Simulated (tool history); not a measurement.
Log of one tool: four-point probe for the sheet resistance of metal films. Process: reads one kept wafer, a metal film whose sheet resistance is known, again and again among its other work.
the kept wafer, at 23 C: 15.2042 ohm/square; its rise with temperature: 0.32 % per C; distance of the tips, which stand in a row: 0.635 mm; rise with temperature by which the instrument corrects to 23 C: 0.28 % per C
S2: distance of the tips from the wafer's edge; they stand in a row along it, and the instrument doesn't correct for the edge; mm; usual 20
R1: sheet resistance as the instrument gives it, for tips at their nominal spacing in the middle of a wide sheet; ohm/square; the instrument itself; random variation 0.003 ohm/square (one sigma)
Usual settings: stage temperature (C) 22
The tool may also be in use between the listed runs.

Run 1, hour 0.0: usual settings. Result: R1 15.246758 ohm/square.
Run 2, hour 81.8: usual settings but S2 5 mm. Result: R1 15.362868 ohm/square.
Run 3, hour 132.9: usual settings but S2 5 mm. Result: R1 15.361507 ohm/square.
Run 4, hour 210.4: usual settings but S2 62 mm. Result: R1 15.219816 ohm/square.
Run 5, hour 275.3: usual settings. Result: R1 15.234589 ohm/square.
Run 6, hour 365.2: usual settings. Result: R1 15.231344 ohm/square.
Run 7, hour 426.2: usual settings. Result: R1 15.226266 ohm/square.
Run 8, hour 497.9: usual settings but stage temperature (C) 35, S2 10 mm. Result: R1 15.321680 ohm/square.

The next listed run, before its measurement:
Run 9, hour 543.1: usual settings but stage temperature (C) 35, S2 10 mm. Result: R1 ?.

R1: 15.319992 ohm/square
Without the tool's hidden state the same run would have given R1 15.303641 ohm/square.
